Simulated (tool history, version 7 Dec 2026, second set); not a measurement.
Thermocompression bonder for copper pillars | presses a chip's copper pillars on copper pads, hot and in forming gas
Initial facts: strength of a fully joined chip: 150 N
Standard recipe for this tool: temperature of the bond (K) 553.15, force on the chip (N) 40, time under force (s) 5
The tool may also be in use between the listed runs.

run	hour	temperature of the bond (K)	force on the chip (N)	time under force (s)	force that shears a chip off (N)
1	0.0	553.15	40	5	77.8
2	78.5	553.15	40	5	77.1
3	158.9	553.15	40	5	78.0
4	206.8	553.15	40	5	76.8
5	243.3	529.15	40	5	57.7
6	295.4	529.15	40	5	57.9
# hour 335.3: forming gas filter changed
7	335.3	553.15	40	5	78.7
8	412.6	553.15	40	5	78.5
9	489.7	553.15	40	5	79.0
10	537.5	553.15	40	5	77.9
11	596.4	553.15	40	5	79.1
12	633.8	553.15	40	5	76.7
# hour 690.6: forming gas filter changed
13	706.4	553.15	40	5	78.1
14	755.7	553.15	40	5	79.7
15	803.9	553.15	40	5	79.2
16	862.7	553.15	40	5	80.0
17	926.8	553.15	40	12	98.8
18	987.3	553.15	40	12	100.7
19	1040.3	553.15	40	5	78.2
# hour 1047.6: forming gas filter changed
20	1119.4	539.15	36	11	78.9
21	1156.6	539.15	27	6	48.3
22	1191.4	539.15	27	6	46.8
23	1243.8	556.15	44	5	91.0
24	1300.8	556.15	42	11	103.4
25	1364.5	578.15	48	11	130.4
# hour 1405.0: forming gas filter changed
26	1431.4	578.15	48	11	132.6
27	1498.2	578.15	48	11	130.5
# hour 1513.7: force cell calibrated
28	1552.5	578.15	58	5	125.3
29	1588.8	578.15	58	5	124.8
30	1645.1	578.15	58	5	124.9
31	1707.0	578.15	58	5	125.7
# hour 1762.9: forming gas filter changed
32	1768.1	578.15	58	5	123.4
33	1841.6	578.15	58	5	124.5
34	1909.2	569.15	47	8	115.2
35	1987.9	582.15	57	5	125.4
36	2045.6	553.15	29	3	47.2
37	2115.7	534.15	29	3	34.8

Forecast each of these 5 alternatives for the next run:
# hour 2123.5: forming gas filter changed
A	2179.5	553.15	40	14	?
# hour 2123.5: forming gas filter changed
B	2179.5	534.15	29	3	?
# hour 2123.5: forming gas filter changed
C	2179.5	525.15	29	10	?
# hour 2123.5: forming gas filter changed
D	2179.5	567.15	48	12	?
# hour 2123.5: forming gas filter changed
E	2179.5	567.15	42	3	?

run	force that shears a chip off (N)
A	106.1
B	35.0
C	50.2
D	129.3
E	81.5
With the hidden condition removed and each run's random variation left untouched, the same runs would have given:
run	force that shears a chip off (N)
A	106.7
B	35.4
C	50.7
D	129.9
E	82.1

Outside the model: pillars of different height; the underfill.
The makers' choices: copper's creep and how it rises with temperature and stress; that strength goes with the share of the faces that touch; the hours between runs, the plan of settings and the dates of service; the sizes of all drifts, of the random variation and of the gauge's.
